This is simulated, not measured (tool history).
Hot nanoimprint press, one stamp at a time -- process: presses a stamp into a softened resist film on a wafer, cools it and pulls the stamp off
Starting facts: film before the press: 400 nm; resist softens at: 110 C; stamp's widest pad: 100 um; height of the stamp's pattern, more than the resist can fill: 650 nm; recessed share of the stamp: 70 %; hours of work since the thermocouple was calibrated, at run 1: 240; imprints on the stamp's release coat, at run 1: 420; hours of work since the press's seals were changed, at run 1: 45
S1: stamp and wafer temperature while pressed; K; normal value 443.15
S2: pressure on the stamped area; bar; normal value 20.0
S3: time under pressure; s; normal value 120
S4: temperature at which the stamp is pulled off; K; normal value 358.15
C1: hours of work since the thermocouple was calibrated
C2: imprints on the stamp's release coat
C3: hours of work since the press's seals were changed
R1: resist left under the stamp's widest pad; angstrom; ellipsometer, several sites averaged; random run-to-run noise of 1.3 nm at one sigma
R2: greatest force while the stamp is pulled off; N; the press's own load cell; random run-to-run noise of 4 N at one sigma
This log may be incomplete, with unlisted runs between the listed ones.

Run 1, hour 0.0: usual settings; C1 240; C2 420; C3 45. Result: R1 1858 angstrom, R2 201 N.
Run 2, hour 4.7: usual settings; C1 242; C2 433; C3 47. Result: R1 1868 angstrom, R2 207 N.
Run 3, hour 11.4: usual settings; C1 246; C2 452; C3 50. Result: R1 1868 angstrom, R2 202 N.
Run 4, hour 16.8: usual settings; C1 248; C2 467; C3 53. Result: R1 1848 angstrom, R2 207 N.
Run 5, hour 22.7: usual settings; C1 251; C2 483; C3 56. Result: R1 1878 angstrom, R2 212 N.
Run 6, hour 31.5: usual settings; C1 256; C2 508; C3 60. Result: R1 1873 angstrom, R2 205 N.
Run 7, hour 35.8: usual settings; C1 258; C2 520; C3 63. Result: R1 1866 angstrom, R2 222 N.
Run 8, hour 41.8: usual settings but S3 130 s; C1 261; C2 537; C3 66. Result: R1 1813 angstrom, R2 202 N.
Run 9, hour 50.6: usual settings but S3 130 s; C1 265; C2 562; C3 70. Result: R1 1808 angstrom, R2 210 N.
Run 10, hour 59.0: usual settings; C1 269; C2 585; C3 74. Result: R1 1859 angstrom, R2 214 N.
Run 11, hour 67.4: usual settings but S1 440.15 K; C1 274; C2 609; C3 78. Result: R1 2145 angstrom, R2 223 N.
Run 12, hour 74.0: usual settings but S1 440.15 K; C1 277; C2 627; C3 82. Result: R1 2131 angstrom, R2 212 N.
Run 13, hour 78.2: usual settings but S1 440.15 K; C1 279; C2 639; C3 84. Result: R1 2104 angstrom, R2 211 N.
Run 14, hour 88.0: usual settings but S1 440.15 K; C1 284; C2 667; C3 89. Result: R1 2131 angstrom, R2 225 N.
Run 15, hour 93.5: usual settings but S1 454.15 K; C1 287; C2 682; C3 92. Result: R1 1109 angstrom, R2 223 N.
Run 16, hour 99.5: usual settings but S1 444.15 K; C1 290; C2 699; C3 95. Result: R1 1776 angstrom, R2 229 N.
Run 17, hour 109.2: usual settings but S1 444.15 K; C1 295; C2 726; C3 99. Result: R1 1768 angstrom, R2 212 N.
Run 18, hour 116.7: usual settings but S1 442.15 K, S2 13.9 bar, S4 346.15 K; C1 298; C2 747; C3 103. Result: R1 2226 angstrom, R2 280 N.
Run 19, hour 123.7: usual settings but S1 442.15 K, S2 13.9 bar, S4 346.15 K; C1 302; C2 767; C3 107. Result: R1 2234 angstrom, R2 269 N.
Run 20, hour 128.8: usual settings but S1 446.15 K, S2 13.9 bar, S3 131 s, S4 347.15 K; C1 304; C2 781; C3 109. Result: R1 1801 angstrom, R2 268 N.
Run 21, hour 134.1: usual settings but S2 14.8 bar; C1 307; C2 796; C3 112. Result: R1 2098 angstrom, R2 226 N.
Run 22, hour 140.7: usual settings but S2 14.8 bar; C1 310; C2 815; C3 115. Result: R1 2076 angstrom, R2 224 N.
Run 23, hour 149.4: usual settings but S1 441.15 K, S2 20.8 bar, S3 202 s, S4 364.15 K; C1 315; C2 839; C3 120. Result: R1 1626 angstrom, R2 195 N.
Run 24, hour 156.6: usual settings but S1 441.15 K, S2 20.8 bar, S3 202 s, S4 364.15 K; C1 318; C2 859; C3 123. Result: R1 1616 angstrom, R2 201 N.
Run 25, hour 163.4: usual settings but S1 445.15 K, S3 180 s, S4 353.15 K; C1 322; C2 878; C3 127. Result: R1 1420 angstrom, R2 256 N.
Run 26, hour 169.6: usual settings but S1 447.15 K, S3 198 s, S4 353.15 K; C1 325; C2 896; C3 130. Result: R1 1222 angstrom, R2 251 N.
Run 27, hour 179.0: usual settings but S1 447.15 K, S2 19.5 bar, S3 122 s, S4 353.15 K; C1 330; C2 922; C3 134. Result: R1 1517 angstrom, R2 249 N.
Run 28, hour 187.0: usual settings but S1 441.15 K, S2 30.6 bar, S3 122 s, S4 353.15 K; C1 334; C2 944; C3 138. Result: R1 1695 angstrom, R2 251 N.
Run 29, hour 195.3: usual settings but S1 441.15 K, S2 30.6 bar, S3 122 s, S4 365.15 K; C1 338; C2 968; C3 143. Result: R1 1689 angstrom, R2 197 N.
Run 30, hour 204.1: usual settings but S1 453.15 K, S2 18.4 bar, S4 366.15 K; C1 342; C2 993; C3 147. Result: R1 1188 angstrom, R2 188 N.

Below, some changes in R1 between adjacent runs. For each, the amount present without the hidden state too (settings, incoming material, random variation) and the amount remaining for the hidden state with gauge scatter not shared by both compared results:
The hidden state here: true temperature over the reading, C; pressure that arrives at the usual setting, %; grip of the stamp's worn release coat, % over a new coat's; drift of the gauge itself on residual_nm, %; drift of the gauge itself on pull_off_n, %.
Run 14 -> 15: S1 440.15 -> 454.15. R1 -1022 angstrom: hidden state +54, all else -1076.
Run 15 -> 16: S1 454.15 -> 444.15. R1 +667 angstrom: hidden state -42, all else +709.
Run 29 -> 30: S1 441.15 -> 453.15, S2 30.6 -> 18.4, S3 122 -> 120, S4 365.15 -> 366.15. R1 -501 angstrom: hidden state +36, all else -537.

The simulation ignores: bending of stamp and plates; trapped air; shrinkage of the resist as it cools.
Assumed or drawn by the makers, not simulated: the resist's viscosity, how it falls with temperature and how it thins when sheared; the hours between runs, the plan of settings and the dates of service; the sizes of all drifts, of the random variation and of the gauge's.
